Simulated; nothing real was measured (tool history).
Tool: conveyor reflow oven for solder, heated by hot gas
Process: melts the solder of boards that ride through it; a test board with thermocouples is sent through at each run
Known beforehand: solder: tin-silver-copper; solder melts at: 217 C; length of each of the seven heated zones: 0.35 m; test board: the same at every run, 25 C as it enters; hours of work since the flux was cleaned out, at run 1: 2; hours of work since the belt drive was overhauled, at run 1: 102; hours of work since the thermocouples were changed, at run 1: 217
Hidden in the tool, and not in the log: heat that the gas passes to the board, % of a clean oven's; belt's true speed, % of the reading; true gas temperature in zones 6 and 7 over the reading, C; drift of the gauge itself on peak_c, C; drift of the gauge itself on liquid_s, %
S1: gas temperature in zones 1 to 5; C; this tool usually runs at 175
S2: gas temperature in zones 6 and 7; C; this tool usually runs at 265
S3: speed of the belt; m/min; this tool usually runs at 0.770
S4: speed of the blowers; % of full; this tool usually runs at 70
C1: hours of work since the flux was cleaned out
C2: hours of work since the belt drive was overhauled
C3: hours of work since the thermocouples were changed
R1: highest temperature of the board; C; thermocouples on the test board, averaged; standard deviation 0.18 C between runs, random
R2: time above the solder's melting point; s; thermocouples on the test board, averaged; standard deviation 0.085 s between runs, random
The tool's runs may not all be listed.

run	day	S1	S2	S3	S4	C1	C2	C3	R1	R2
1	0.000	175	265	0.770	70	2	102	217	249.6	40.11
2	0.325	174	265	0.770	70	8	108	223	249.6	39.92
3	0.621	184	265	0.770	70	14	113	229	251.3	43.56
4	0.946	184	265	0.770	70	20	119	235	251.4	43.63
5	1.358	175	265	0.774	70	27	127	242	249.5	39.82
6	1.700	175	265	0.774	70	33	133	248	249.5	39.73
7	1.983	175	265	0.774	70	38	138	253	249.5	39.66
8	2.421	175	265	0.770	70	46	146	261	249.6	39.99
9	2.733	175	265	0.770	70	52	152	267	249.6	39.99
10	3.196	175	265	0.770	70	60	160	275	249.2	39.74
11	3.438	175	265	0.770	70	65	165	280	249.6	39.87
12	3.812	175	265	0.770	76	72	171	287	251.0	40.95
13	4.221	175	265	0.770	76	79	179	294	250.9	40.96
14	4.621	175	265	0.770	76	86	186	301	251.0	40.96
15	4.921	175	265	0.770	76	92	192	307	250.8	40.86
16	5.225	181	265	0.770	52	97	197	312	244.5	37.44

Forecast run 17:
17	5.442	180	259	0.679	71	101	201	316	?	?

R1: 248.4 C
R2: 47.28 s
On a tool with no hidden condition, and with the same random variation, this run would have come out at R1 249.6 C, R2 47.86 s.

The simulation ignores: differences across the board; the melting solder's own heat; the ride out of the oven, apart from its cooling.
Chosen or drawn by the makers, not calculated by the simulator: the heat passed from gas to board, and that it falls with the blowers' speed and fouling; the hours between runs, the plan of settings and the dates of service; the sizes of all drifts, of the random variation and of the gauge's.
